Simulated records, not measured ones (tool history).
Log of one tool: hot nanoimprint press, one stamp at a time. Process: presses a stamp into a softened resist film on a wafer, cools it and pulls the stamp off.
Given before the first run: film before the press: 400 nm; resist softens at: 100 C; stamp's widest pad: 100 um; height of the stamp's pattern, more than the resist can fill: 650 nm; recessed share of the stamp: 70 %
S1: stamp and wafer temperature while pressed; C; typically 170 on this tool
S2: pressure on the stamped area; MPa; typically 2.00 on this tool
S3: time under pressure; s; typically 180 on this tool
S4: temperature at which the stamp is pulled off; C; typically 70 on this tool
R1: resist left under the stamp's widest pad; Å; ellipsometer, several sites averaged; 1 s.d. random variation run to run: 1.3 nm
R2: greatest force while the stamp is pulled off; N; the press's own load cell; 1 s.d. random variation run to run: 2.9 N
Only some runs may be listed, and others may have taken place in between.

run 1 day=0.000 | S1=170 S2=2.00 S3=180 S4=70 | R1=2182 R2=177
run 2 day=1.879 | S1=170 S2=2.00 S3=180 S4=70 | R1=2170 R2=183
-- day=2.921 plate thermocouple calibrated
run 3 day=3.325 | S1=170 S2=2.00 S3=180 S4=70 | R1=2093 R2=187
run 4 day=5.942 | S1=177 S2=2.00 S3=180 S4=70 | R1=1650 R2=193
run 5 day=8.083 | S1=177 S2=2.00 S3=180 S4=70 | R1=1662 R2=202
run 6 day=9.442 | S1=170 S2=2.00 S3=180 S4=70 | R1=2136 R2=207
-- day=11.200 stamp cleaned and given a new release coat
run 7 day=11.846 | S1=170 S2=2.00 S3=180 S4=70 | R1=2167 R2=136
run 8 day=14.138 | S1=161 S2=2.00 S3=180 S4=67 | R1=2865 R2=144
run 9 day=16.200 | S1=161 S2=2.00 S3=180 S4=67 | R1=2891 R2=156
run 10 day=17.612 | S1=170 S2=2.00 S3=180 S4=69 | R1=2197 R2=150
run 11 day=19.233 | S1=164 S2=2.00 S3=180 S4=70 | R1=2687 R2=157
run 12 day=21.388 | S1=164 S2=2.00 S3=180 S4=70 | R1=2676 R2=167
-- day=22.471 plate thermocouple calibrated
run 13 day=23.446 | S1=170 S2=1.77 S3=93 S4=62 | R1=2702 R2=181
run 14 day=25.721 | S1=180 S2=1.77 S3=349 S4=62 | R1=1255 R2=186

3 ways to go on from here, each from the tool as it stands after run 14. What would each give?
run A day=27.712 | S1=170 S2=2.50 S3=119 S4=61 | R1=? R2=?
run B day=27.712 | S1=180 S2=2.73 S3=97 S4=58 | R1=? R2=?
run C day=27.712 | S1=182 S2=2.23 S3=349 S4=62 | R1=? R2=?

run=A R1=2212 R2=190
run=B R1=1600 R2=198
run=C R1=1027 R2=185
The same runs, with their run-to-run variation unchanged, on a tool lacking any hidden condition would have given:
run=A R1=2136 R2=145
run=B R1=1535 R2=151
run=C R1=989 R2=141
